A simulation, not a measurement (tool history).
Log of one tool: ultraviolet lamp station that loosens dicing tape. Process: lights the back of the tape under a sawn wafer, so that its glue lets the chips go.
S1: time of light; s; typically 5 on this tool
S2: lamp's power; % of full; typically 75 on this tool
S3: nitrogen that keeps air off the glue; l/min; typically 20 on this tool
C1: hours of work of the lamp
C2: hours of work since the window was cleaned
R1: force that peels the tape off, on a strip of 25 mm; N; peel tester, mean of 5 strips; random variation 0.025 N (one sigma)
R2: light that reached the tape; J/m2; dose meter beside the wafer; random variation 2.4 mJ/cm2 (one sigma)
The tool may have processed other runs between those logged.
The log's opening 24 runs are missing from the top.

{"run": 25, "hour": 478.3, "S1": 7, "S2": 70, "S3": 7, "C1": 238, "C2": 43, "R1": 2.066, "R2": 3120}
{"run": 26, "hour": 489.9, "S1": 4, "S2": 75, "S3": 20, "C1": 246, "C2": 51, "R1": 2.377, "R2": 1880}
{"run": 27, "hour": 515.6, "S1": 4, "S2": 90, "S3": 12, "C1": 264, "C2": 69, "R1": 2.41, "R2": 2240}
{"run": 28, "hour": 527.2, "S1": 4, "S2": 90, "S3": 12, "C1": 272, "C2": 77, "R1": 2.412, "R2": 2250}
{"run": 29, "hour": 538.2, "S1": 7, "S2": 63, "S3": 30, "C1": 279, "C2": 84, "R1": 0.906, "R2": 2730}
{"run": 30, "hour": 550.8, "S1": 8, "S2": 74, "S3": 13, "C1": 288, "C2": 93, "R1": 0.929, "R2": 3640}
{"run": 31, "hour": 567.3, "S1": 7, "S2": 92, "S3": 12, "C1": 299, "C2": 104, "R1": 0.882, "R2": 3890}
{"run": 32, "hour": 581.2, "S1": 7, "S2": 92, "S3": 12, "C1": 309, "C2": 114, "R1": 0.926, "R2": 3840}
{"run": 33, "hour": 605.0, "S1": 7, "S2": 92, "S3": 12, "C1": 325, "C2": 130, "R1": 0.911, "R2": 3820}
{"run": 34, "hour": 624.8, "S1": 7, "S2": 85, "S3": 39, "C1": 338, "C2": 144, "R1": 0.445, "R2": 3480}
{"run": 35, "hour": 635.5, "S1": 3, "S2": 83, "S3": 8, "C1": 346, "C2": 151, "R1": 4.85, "R2": 1480}
{"run": 36, "hour": 653.5, "S1": 5, "S2": 70, "S3": 7, "C1": 358, "C2": 163, "R1": 3.732, "R2": 2010}
{"run": 37, "hour": 673.9, "S1": 5, "S2": 75, "S3": 11, "C1": 372, "C2": 177, "R1": 2.77, "R2": 2150}
{"run": 38, "hour": 692.9, "S1": 7, "S2": 95, "S3": 19, "C1": 385, "C2": 190, "R1": 0.648, "R2": 3790}
{"run": 39, "hour": 719.2, "S1": 7, "S2": 95, "S3": 20, "C1": 403, "C2": 208, "R1": 0.64, "R2": 3680}
{"run": 40, "hour": 741.1, "S1": 7, "S2": 95, "S3": 20, "C1": 418, "C2": 223, "R1": 0.653, "R2": 3630}
{"run": 41, "hour": 755.0, "S1": 4, "S2": 85, "S3": 17, "C1": 427, "C2": 233, "R1": 2.691, "R2": 1820}
{"run": 42, "hour": 781.3, "S1": 3, "S2": 85, "S3": 9, "C1": 445, "C2": 251, "R1": 4.951, "R2": 1380}

Below are 4 alternative next runs, each starting from the tool's condition after run 42. Predict each:
{"run": "A", "hour": 792.3, "S1": 2, "S2": 67, "S3": 20, "C1": 453, "C2": 258, "R1": "?", "R2": "?"}
{"run": "B", "hour": 792.3, "S1": 3, "S2": 94, "S3": 9, "C1": 453, "C2": 258, "R1": "?", "R2": "?"}
{"run": "C", "hour": 792.3, "S1": 3, "S2": 89, "S3": 19, "C1": 453, "C2": 258, "R1": "?", "R2": "?"}
{"run": "D", "hour": 792.3, "S1": 4, "S2": 64, "S3": 12, "C1": 453, "C2": 258, "R1": "?", "R2": "?"}

run=A R1=5.984 R2=730
run=B R1=4.475 R2=1470
run=C R1=3.462 R2=1410
run=D R1=4.418 R2=1350
Take away the tool's hidden state, keep each run's random variation, and the runs would have read:
run=A R1=4.774 R2=1000
run=B R1=3.187 R2=2030
run=C R1=2.262 R2=1940
run=D R1=3.122 R2=1860
